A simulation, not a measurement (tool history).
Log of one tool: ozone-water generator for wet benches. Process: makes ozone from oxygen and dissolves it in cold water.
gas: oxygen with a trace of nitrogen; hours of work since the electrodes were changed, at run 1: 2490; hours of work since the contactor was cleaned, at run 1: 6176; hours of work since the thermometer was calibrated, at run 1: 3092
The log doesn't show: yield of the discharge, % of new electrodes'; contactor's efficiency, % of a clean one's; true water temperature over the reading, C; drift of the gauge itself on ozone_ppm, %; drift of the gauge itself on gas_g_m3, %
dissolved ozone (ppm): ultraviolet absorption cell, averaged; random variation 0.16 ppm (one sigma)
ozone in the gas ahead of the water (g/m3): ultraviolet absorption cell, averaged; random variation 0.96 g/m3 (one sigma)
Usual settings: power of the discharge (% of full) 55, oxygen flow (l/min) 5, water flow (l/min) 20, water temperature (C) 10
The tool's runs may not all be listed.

run,day,power of the discharge (% of full),oxygen flow (l/min),water flow (l/min),water temperature (C),hours of work since the electrodes were changed,hours of work since the contactor was cleaned,hours of work since the thermometer was calibrated,dissolved ozone (ppm),ozone in the gas ahead of the water (g/m3)
1,0,55,5,20,10,2490,6176,3092,20.7,165.1
2,3.454,55,2.58,20,10,2542,6229,3144,19.4,243.1
3,9.438,55,2.58,20,10,2634,6320,3236,19,243.5
4,13.871,55,2.58,20,10,2701,6387,3303,19.1,241.3
5,16.433,55,5,20,7,2740,6427,3342,21.4,165.4
6,21.938,55,3.84,20,10,2824,6510,3426,20.2,191.4
7,27.954,55,5,20,10,2916,6602,3518,20.3,166.7
8,32.629,55,5,20,10,2987,6673,3589,20.7,166.3
9,37.679,55,5,16,10,3064,6750,3666,24.5,166.3
10,40.729,55,5,16,10,3110,6797,3712,24.3,167.2
11,46.188,55,5,16,10,3193,6880,3795,24.5,166.7
12,52.183,55,5,16,10,3285,6971,3887,24.6,166.2
13,56.471,55,5,20,10,3350,7036,3952,20.6,168.5
14,59.954,55,5,20,10,3403,7089,4005,20.5,167.1
15,62.821,55,5,20,10,3447,7133,4049,20.8,166.7
16,68.133,41,3.06,13,7,3528,7214,4130,24.7,185.1
17,73.071,63,5,26,10,3603,7289,4205,18,182.3
18,75.8,44,3.83,16,9,3644,7331,4246,21.6,170.6
19,79.062,69,2.97,20,6,3694,7381,4296,23.2,260.6
20,82.675,69,2.97,20,6,3749,7436,4351,23.5,260.1
21,86.658,55,4.21,20,8,3810,7496,4412,20.7,185.8
22,91.688,55,3.63,20,10,3886,7573,4488,20.2,202.3
23,97.254,55,5,18,10,3971,7658,4573,22.3,167.7
24,102.65,76,5,18,5,4053,7740,4655,28.8,205
# day 105.267: gauge calibrated
25,106.612,57,3.11,26,7,4114,7800,4716,16.2,221.2
26,109.4,65,3.15,24,7,4156,7843,4758,18.7,236
27,112.604,49,3.85,13,10,4205,7891,4807,26.1,176.9
28,116.438,49,3.66,13,6,4263,7950,4865,27.9,183.5
29,121.521,49,3.66,13,6,4341,8027,4943,27.7,185.5
30,125.562,49,3.66,13,6,4402,8089,5004,27.9,184.7

5 ways to go on from here, each from the tool as it stands after run 30. What would each give?
A,131.175,69,5,20,12,4488,8174,5090,?,?
B,131.175,76,3.66,13,6,4488,8174,5090,?,?
C,131.175,99,5,20,11,4488,8174,5090,?,?
D,131.175,44,2.6,20,10,4488,8174,5090,?,?
E,131.175,97,3.66,16,11,4488,8174,5090,?,?

run,dissolved ozone (ppm),ozone in the gas ahead of the water (g/m3)
A,23.3,189.5
B,36.6,241.6
C,29.3,234.9
D,16.6,210.6
E,33.8,280.4
Without the tool's hidden state the same runs would have given:
run,dissolved ozone (ppm),ozone in the gas ahead of the water (g/m3)
A,23.4,188.4
B,36.7,240.2
C,29.4,233.6
D,16.6,209.3
E,33.9,278.8
